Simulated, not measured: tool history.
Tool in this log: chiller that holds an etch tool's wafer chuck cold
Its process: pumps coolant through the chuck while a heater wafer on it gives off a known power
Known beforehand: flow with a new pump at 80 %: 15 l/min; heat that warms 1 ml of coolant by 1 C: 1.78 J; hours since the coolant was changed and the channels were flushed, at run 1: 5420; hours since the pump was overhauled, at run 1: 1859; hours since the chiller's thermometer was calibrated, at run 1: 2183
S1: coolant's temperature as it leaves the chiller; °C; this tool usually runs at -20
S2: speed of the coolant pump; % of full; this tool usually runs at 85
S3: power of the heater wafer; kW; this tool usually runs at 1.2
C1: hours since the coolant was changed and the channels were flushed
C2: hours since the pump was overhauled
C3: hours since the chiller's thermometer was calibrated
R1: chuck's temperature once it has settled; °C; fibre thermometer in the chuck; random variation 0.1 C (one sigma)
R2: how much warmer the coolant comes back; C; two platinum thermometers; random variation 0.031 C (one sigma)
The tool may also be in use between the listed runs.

| run | hour | S1 | S2 | S3 | C1 | C2 | C3 | R1 | R2 |
|---|---|---|---|---|---|---|---|---|---|
| 1 | 0 | -20 | 85 | 1.2 | 5420 | 1859 | 2183 | -12.9 | 2.52 |
| 2 | 67.7 | -20 | 85 | 0.796 | 5488 | 1927 | 2250 | -15.5 | 1.68 |
| 3 | 113.4 | -20 | 85 | 0.796 | 5534 | 1972 | 2296 | -15.5 | 1.74 |
| 4 | 190 | -20 | 85 | 0.796 | 5610 | 2049 | 2373 | -15.5 | 1.75 |
| 5 | 238.6 | -20 | 85 | 1.2 | 5659 | 2098 | 2421 | -13 | 2.55 |
| 6 | 309.4 | -22 | 85 | 1.2 | 5730 | 2168 | 2492 | -15 | 2.6 |
| 7 | 376.6 | -20 | 85 | 1.671 | 5797 | 2236 | 2559 | -10.2 | 3.58 |
| 8 | 411.2 | -20 | 85 | 1.671 | 5832 | 2270 | 2594 | -10.2 | 3.65 |
| 9 | 473.6 | -20 | 85 | 1.671 | 5894 | 2333 | 2656 | -10 | 3.64 |
| 10 | 507.9 | -28 | 79 | 1.658 | 5928 | 2367 | 2691 | -18 | 3.89 |
| 11 | 574 | -24 | 66 | 0.915 | 5994 | 2433 | 2757 | -17.5 | 2.64 |
| 12 | 633.5 | -18 | 86 | 1.256 | 6054 | 2493 | 2816 | -10.6 | 2.83 |
| 13 | 709.8 | -18 | 67 | 1.256 | 6130 | 2569 | 2893 | -9.4 | 3.61 |

Each row is a separate what-if for the run after 13, all from the same tool condition, not one after another. Results?
| A | 749.6 | -10 | 87 | 0.689 | 6170 | 2609 | 2932 | ? | ? |
| B | 749.6 | -18 | 67 | 1.537 | 6170 | 2609 | 2932 | ? | ? |
| C | 749.6 | -20 | 79 | 1.2 | 6170 | 2609 | 2932 | ? | ? |

| run | R1 | R2 |
|---|---|---|
| A | -6.1 | 1.59 |
| B | -7.5 | 4.32 |
| C | -12.5 | 2.98 |
With the hidden condition removed and each run's random variation left untouched, the same runs would have given:
| run | R1 | R2 |
|---|---|---|
| A | -6.1 | 1.38 |
| B | -7.5 | 4.11 |
| C | -12.5 | 2.77 |

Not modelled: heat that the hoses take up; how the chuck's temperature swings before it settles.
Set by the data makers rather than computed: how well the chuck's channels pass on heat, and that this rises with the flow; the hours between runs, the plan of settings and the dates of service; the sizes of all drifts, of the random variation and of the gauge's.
